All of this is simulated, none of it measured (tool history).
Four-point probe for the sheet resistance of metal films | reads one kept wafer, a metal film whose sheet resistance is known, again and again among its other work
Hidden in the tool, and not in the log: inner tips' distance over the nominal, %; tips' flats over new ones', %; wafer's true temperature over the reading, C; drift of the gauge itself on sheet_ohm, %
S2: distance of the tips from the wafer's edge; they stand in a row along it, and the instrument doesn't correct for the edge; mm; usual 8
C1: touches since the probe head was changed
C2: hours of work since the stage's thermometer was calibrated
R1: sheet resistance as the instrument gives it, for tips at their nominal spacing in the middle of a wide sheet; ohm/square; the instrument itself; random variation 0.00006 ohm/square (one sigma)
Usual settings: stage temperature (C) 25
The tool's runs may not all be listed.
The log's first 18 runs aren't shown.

Run 19, hour 1007.2: usual settings but stage temperature (C) 26; C1 26242; C2 1977. Result: R1 0.299105 ohm/square.
Run 20, hour 1064: usual settings but stage temperature (C) 29, S2 23 mm; C1 29267; C2 2013. Result: R1 0.298968 ohm/square.
Run 21, hour 1099.5: usual settings but stage temperature (C) 19, S2 10 mm; C1 31156; C2 2036. Result: R1 0.297762 ohm/square.
At hour 1106.9: stage's thermometer calibrated.
Run 22, hour 1156.5: usual settings but stage temperature (C) 24, S2 29 mm; C1 34157; C2 32. Result: R1 0.297882 ohm/square.
Run 23, hour 1201.2: usual settings but stage temperature (C) 23; C1 36534; C2 60. Result: R1 0.298419 ohm/square.
Run 24, hour 1244.8: usual settings but S2 4 mm; C1 38855; C2 88. Result: R1 0.30058 ohm/square.
At hour 1281.7: stage's thermometer calibrated, once more.
Run 25, hour 1294.7: usual settings but stage temperature (C) 34; C1 41481; C2 8. Result: R1 0.301366 ohm/square.
Run 26, hour 1344.5: usual settings but stage temperature (C) 34; C1 44129; C2 40. Result: R1 0.301372 ohm/square.
Run 27, hour 1409.7: usual settings but stage temperature (C) 34; C1 47598; C2 81. Result: R1 0.301539 ohm/square.
Run 28, hour 1463.1: usual settings but stage temperature (C) 22, S2 5 mm; C1 50435; C2 115. Result: R1 0.300519 ohm/square.
Run 29, hour 1524.4: usual settings but stage temperature (C) 22, S2 5 mm; C1 53700; C2 154. Result: R1 0.300674 ohm/square.
Run 30, hour 1584.3: usual settings but S2 60 mm; C1 56884; C2 192. Result: R1 0.299636 ohm/square.
Run 31, hour 1622.5: usual settings but S2 60 mm; C1 58914; C2 217. Result: R1 0.299686 ohm/square.
Run 32, hour 1679.9: usual settings but stage temperature (C) 34, S2 3 mm; C1 61968; C2 253. Result: R1 0.305587 ohm/square.
Run 33, hour 1755.8: usual settings but stage temperature (C) 24, S2 69 mm; C1 66005; C2 301. Result: R1 0.299647 ohm/square.
Run 34, hour 1830.6: usual settings but stage temperature (C) 24, S2 69 mm; C1 69982; C2 349. Result: R1 0.299624 ohm/square.
Run 35, hour 1861.2: usual settings but stage temperature (C) 22, S2 64 mm; C1 71612; C2 368. Result: R1 0.299463 ohm/square.
Run 36, hour 1919.2: usual settings but stage temperature (C) 21, S2 69 mm; C1 74698; C2 405. Result: R1 0.299214 ohm/square.
Run 37, hour 1962.5: usual settings but stage temperature (C) 21, S2 69 mm; C1 76996; C2 433. Result: R1 0.29932 ohm/square.
Run 38, hour 1993.1: usual settings but stage temperature (C) 35, S2 31 mm; C1 78626; C2 452. Result: R1 0.301699 ohm/square.

5 ways to go on from here, each from the tool as it stands after run 38. What would each give?
Run A, hour 2029.8: usual settings but stage temperature (C) 19; C1 80579; C2 476. Result: R1 ?.
Run B, hour 2029.8: usual settings but stage temperature (C) 31, S2 31 mm; C1 80579; C2 476. Result: R1 ?.
Run C, hour 2029.8: usual settings but stage temperature (C) 29, S2 5 mm; C1 80579; C2 476. Result: R1 ?.
Run D, hour 2029.8: usual settings but stage temperature (C) 35, S2 66 mm; C1 80579; C2 476. Result: R1 ?.
Run E, hour 2029.8: usual settings but stage temperature (C) 34, S2 3 mm; C1 80579; C2 476. Result: R1 ?.

run        R1
  A  0.299777
  B  0.301054
  C  0.302315
  D  0.301668
  E  0.305844
Without the tool's hidden state the same runs would have given:
run        R1
  A  0.297346
  B   0.29861
  C  0.299863
  D  0.299218
  E  0.303364

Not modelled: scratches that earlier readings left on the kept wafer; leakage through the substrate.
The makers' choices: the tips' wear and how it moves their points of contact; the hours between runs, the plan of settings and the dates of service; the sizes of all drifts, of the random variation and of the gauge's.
